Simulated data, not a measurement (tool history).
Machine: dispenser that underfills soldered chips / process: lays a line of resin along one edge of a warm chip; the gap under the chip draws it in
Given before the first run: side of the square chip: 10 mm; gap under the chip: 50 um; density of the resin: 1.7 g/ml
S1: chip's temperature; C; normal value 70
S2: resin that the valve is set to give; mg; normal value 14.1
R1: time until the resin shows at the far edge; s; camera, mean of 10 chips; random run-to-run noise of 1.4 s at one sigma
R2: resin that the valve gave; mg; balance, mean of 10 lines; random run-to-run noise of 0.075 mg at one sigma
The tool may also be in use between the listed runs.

run	hour	S1	S2	R1	R2
1	0.0	70	14.1	310.6	13.69
# hour 2.6: new syringe of resin
2	6.6	70	14.1	171.1	13.61
3	12.4	70	14.1	237.6	13.38
4	17.3	70	14.4	323.3	13.78
# hour 18.9: new syringe of resin
5	20.6	70	14.4	150.3	13.75
6	26.7	70	14.4	213.2	13.84
7	33.1	70	14.1	311.5	13.37
# hour 35.2: new syringe of resin
8	40.1	79	14.1	112.2	13.37
9	47.0	79	13.3	170.0	12.46
# hour 51.4: new syringe of resin
10	52.7	70	14.8	150.0	14.02
11	58.3	70	14.8	206.0	13.70
# hour 61.2: dispensing valve cleaned and set on the balance
12	64.7	70	14.8	275.9	14.77
# hour 69.2: new syringe of resin
13	70.9	73	15.0	126.2	14.97
14	76.6	66	13.4	265.5	13.33
15	80.5	66	17.6	319.5	17.25
# hour 85.7: new syringe of resin
16	85.8	66	17.6	171.8	17.36

Run 17 is up next; what results do you expect?
17	91.8	67	13.0	?	?

{"run 17": {"R1": 229.0, "R2": 12.88}}
The same run, on a tool lacking any hidden state, would have yielded R1 167.2 s, R2 13.12 mg.
